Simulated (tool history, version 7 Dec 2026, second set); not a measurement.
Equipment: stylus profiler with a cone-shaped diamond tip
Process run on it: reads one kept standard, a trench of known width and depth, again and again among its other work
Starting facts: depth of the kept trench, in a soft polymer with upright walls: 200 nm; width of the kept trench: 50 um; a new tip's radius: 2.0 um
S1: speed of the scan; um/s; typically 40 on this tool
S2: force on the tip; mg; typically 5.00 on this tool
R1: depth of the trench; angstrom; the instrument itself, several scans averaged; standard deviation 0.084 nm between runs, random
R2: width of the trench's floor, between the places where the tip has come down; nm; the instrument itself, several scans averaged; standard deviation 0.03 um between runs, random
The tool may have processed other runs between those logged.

Run 1, hour 0.0: usual settings. Result: R1 2026.1 angstrom, R2 48110 nm.
Run 2, hour 14.9: usual settings. Result: R1 2026.2 angstrom, R2 48150 nm.
Run 3, hour 34.1: usual settings but S2 14.58 mg. Result: R1 2050.7 angstrom, R2 48200 nm.
Run 4, hour 44.7: usual settings but S2 14.58 mg. Result: R1 2051.7 angstrom, R2 48140 nm.
Run 5, hour 56.9: usual settings but S2 14.58 mg. Result: R1 2050.7 angstrom, R2 48180 nm.
Run 6, hour 67.2: usual settings but S2 14.58 mg. Result: R1 2049.3 angstrom, R2 48120 nm.
Run 7, hour 81.2: usual settings but S2 3.98 mg. Result: R1 2022.1 angstrom, R2 48120 nm.
Run 8, hour 100.1: usual settings but S2 3.98 mg. Result: R1 2020.8 angstrom, R2 48080 nm.
Run 9, hour 112.8: usual settings. Result: R1 2024.5 angstrom, R2 48160 nm.
Run 10, hour 127.0: usual settings but S2 12.40 mg. Result: R1 2045.9 angstrom, R2 48170 nm.
Run 11, hour 146.2: usual settings but S2 12.40 mg. Result: R1 2044.7 angstrom, R2 48170 nm.
Run 12, hour 154.2: usual settings but S2 12.40 mg. Result: R1 2046.7 angstrom, R2 48140 nm.
Run 13, hour 163.4: usual settings but S1 25 um/s. Result: R1 2025.9 angstrom, R2 48190 nm.
Run 14, hour 180.8: usual settings but S1 25 um/s. Result: R1 2025.5 angstrom, R2 48120 nm.
Run 15, hour 193.1: usual settings but S1 25 um/s, S2 2.37 mg. Result: R1 2016.1 angstrom, R2 48120 nm.
Run 16, hour 205.6: usual settings but S2 4.02 mg. Result: R1 2022.9 angstrom, R2 48140 nm.
Run 17, hour 217.1: usual settings but S2 4.02 mg. Result: R1 2022.4 angstrom, R2 48090 nm.
Run 18, hour 230.0: usual settings but S2 4.02 mg. Result: R1 2023.1 angstrom, R2 48090 nm.
Run 19, hour 240.8: usual settings. Result: R1 2026.6 angstrom, R2 48040 nm.
Run 20, hour 258.7: usual settings. Result: R1 2026.3 angstrom, R2 48120 nm.
Run 21, hour 270.7: usual settings. Result: R1 2026.2 angstrom, R2 48140 nm.
Run 22, hour 281.4: usual settings. Result: R1 2026.4 angstrom, R2 48090 nm.
Run 23, hour 290.4: usual settings. Result: R1 2025.0 angstrom, R2 48090 nm.
Run 24, hour 301.6: usual settings but S1 51 um/s, S2 2.91 mg. Result: R1 2018.8 angstrom, R2 48010 nm.
Run 25, hour 317.0: usual settings but S1 73 um/s, S2 2.91 mg. Result: R1 2018.6 angstrom, R2 47930 nm.
Run 26, hour 328.5: usual settings but S1 11 um/s, S2 8.71 mg. Result: R1 2035.8 angstrom, R2 48210 nm.
Run 27, hour 344.3: usual settings but S1 10 um/s, S2 2.57 mg. Result: R1 2018.0 angstrom, R2 48120 nm.
Run 28, hour 353.4: usual settings but S1 87 um/s. Result: R1 2027.1 angstrom, R2 47990 nm.
Run 29, hour 364.4: usual settings but S1 87 um/s. Result: R1 2026.7 angstrom, R2 48010 nm.
Run 30, hour 382.0: usual settings but S1 87 um/s. Result: R1 2025.6 angstrom, R2 47920 nm.
Run 31, hour 392.8: usual settings but S1 116 um/s, S2 2.00 mg. Result: R1 2015.1 angstrom, R2 47660 nm.
Run 32, hour 401.1: usual settings but S1 116 um/s, S2 2.00 mg. Result: R1 2015.4 angstrom, R2 47730 nm.
Run 33, hour 415.7: usual settings but S1 116 um/s, S2 2.00 mg. Result: R1 2016.1 angstrom, R2 47680 nm.
Run 34, hour 431.4: usual settings but S1 68 um/s, S2 8.62 mg. Result: R1 2036.7 angstrom, R2 48070 nm.
Run 35, hour 442.3: usual settings but S1 68 um/s, S2 8.62 mg. Result: R1 2037.5 angstrom, R2 48000 nm.
Run 36, hour 459.5: usual settings but S1 100 um/s, S2 2.13 mg. Result: R1 2016.0 angstrom, R2 47740 nm.
Run 37, hour 474.9: usual settings but S1 103 um/s, S2 1.83 mg. Result: R1 2014.1 angstrom, R2 47700 nm.
Run 38, hour 492.7: usual settings but S1 103 um/s, S2 1.83 mg. Result: R1 2012.8 angstrom, R2 47680 nm.
Run 39, hour 509.6: usual settings but S1 11 um/s, S2 5.11 mg. Result: R1 2026.6 angstrom, R2 48110 nm.
Run 40, hour 522.5: usual settings but S1 29 um/s, S2 2.77 mg. Result: R1 2017.4 angstrom, R2 48040 nm.
Run 41, hour 531.9: usual settings but S1 29 um/s, S2 2.77 mg. Result: R1 2019.1 angstrom, R2 48030 nm.
Run 42, hour 542.8: usual settings but S1 11 um/s, S2 9.15 mg. Result: R1 2038.6 angstrom, R2 48080 nm.
Run 43, hour 557.8: usual settings but S1 11 um/s, S2 14.67 mg. Result: R1 2052.1 angstrom, R2 48120 nm.
Run 44, hour 573.6: usual settings but S1 85 um/s, S2 4.99 mg. Result: R1 2028.2 angstrom, R2 47890 nm.
Run 45, hour 588.5: usual settings but S1 85 um/s, S2 4.99 mg. Result: R1 2027.6 angstrom, R2 47900 nm.
Run 46, hour 601.9: usual settings but S1 20 um/s, S2 13.90 mg. Result: R1 2050.9 angstrom, R2 48150 nm.

Some steps in R1, run to run, broken into two amounts with sign: the step expected even without the hidden condition (settings, incoming material, random variation), and the rest, left for the hidden condition together with whatever gauge scatter is not in both the measured and the hidden-condition-free result:
Unlogged tool condition in this case: radius of the tip, um; height scale over the true one, %; drift of the gauge itself on depth_nm, %; drift of the gauge itself on floor_um, %.
Run 2 -> 3: S2 5.00 -> 14.58. R1 +24.5 angstrom: hidden state +0.1, all else +24.4.
Run 6 -> 7: S2 14.58 -> 3.98. R1 -27.2 angstrom: hidden state +0.1, all else -27.3.
Run 38 -> 39: S1 103 -> 11, S2 1.83 -> 5.11. R1 +13.8 angstrom: hidden state +0.2, all else +13.6.
Run 43 -> 44: S1 11 -> 85, S2 14.67 -> 4.99. R1 -23.9 angstrom: hidden state +0.0, all else -23.9.
Run 45 -> 46: S1 85 -> 20, S2 4.99 -> 13.90. R1 +23.3 angstrom: hidden state +0.2, all else +23.1.
